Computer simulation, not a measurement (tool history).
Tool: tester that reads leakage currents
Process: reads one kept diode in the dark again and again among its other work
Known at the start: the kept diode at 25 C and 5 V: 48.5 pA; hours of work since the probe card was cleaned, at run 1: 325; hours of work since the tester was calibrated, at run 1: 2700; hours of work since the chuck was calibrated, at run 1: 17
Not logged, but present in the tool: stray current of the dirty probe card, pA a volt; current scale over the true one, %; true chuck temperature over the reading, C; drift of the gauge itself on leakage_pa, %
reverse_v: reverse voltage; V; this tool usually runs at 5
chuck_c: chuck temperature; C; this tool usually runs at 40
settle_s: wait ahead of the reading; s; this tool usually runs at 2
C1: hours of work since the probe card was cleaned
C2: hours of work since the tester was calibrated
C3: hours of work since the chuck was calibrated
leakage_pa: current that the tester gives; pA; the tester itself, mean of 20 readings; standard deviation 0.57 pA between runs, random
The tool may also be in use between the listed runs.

Run 1, day 0: usual settings; C1 325; C2 2700; C3 17. Result: leakage_pa 193.46 pA.
Run 2, day 10.075: usual settings but reverse_v 1.11 V; C1 502; C2 2877; C3 194. Result: leakage_pa 105.5 pA.
Run 3, day 19.154: usual settings but reverse_v 1.11 V; C1 662; C2 3037; C3 354. Result: leakage_pa 104.71 pA.
Run 4, day 29.525: usual settings but reverse_v 1.11 V; C1 845; C2 3220; C3 537. Result: leakage_pa 103.8 pA.
Run 5, day 40.85: usual settings; C1 1045; C2 3419; C3 736. Result: leakage_pa 191.53 pA.
Run 6, day 48.479: usual settings; C1 1179; C2 3554; C3 871. Result: leakage_pa 191.19 pA.
Run 7, day 57.362: usual settings; C1 1335; C2 3710; C3 1027. Result: leakage_pa 191.09 pA.
Run 8, day 66.808: usual settings; C1 1502; C2 3876; C3 1193. Result: leakage_pa 191.17 pA.
At day 74.292: probe card cleaned and baked.
Run 9, day 76.142: usual settings but chuck_c 36 C; C1 33; C2 4039; C3 1356. Result: leakage_pa 125.9 pA.
Run 10, day 83.167: usual settings but reverse_v 1.28 V, chuck_c 55 C, settle_s 1.33 s; C1 156; C2 4162; C3 1479. Result: leakage_pa 359.85 pA.
Run 11, day 91.262: usual settings but reverse_v 1.28 V, chuck_c 55 C, settle_s 1.33 s; C1 299; C2 4305; C3 1622. Result: leakage_pa 356.39 pA.
At day 95.933: chuck's temperature calibrated.
Run 12, day 102.804: usual settings but reverse_v 1.28 V, chuck_c 55 C, settle_s 1.33 s; C1 501; C2 4507; C3 121. Result: leakage_pa 385.79 pA.
Run 13, day 110.654: usual settings but reverse_v 19.02 V, chuck_c 28 C, settle_s 1.33 s; C1 639; C2 4645; C3 259. Result: leakage_pa 127.51 pA.

Predict the results of run 14:
Run 14, day 120.7: usual settings but reverse_v 2.28 V, chuck_c 50 C, settle_s 9.36 s; C1 816; C2 4822; C3 436. Result: leakage_pa ?.

Run 14 measured leakage_pa 320.39 pA.
Minus the tool's unlogged condition, the same run would have read leakage_pa 321.87 pA.
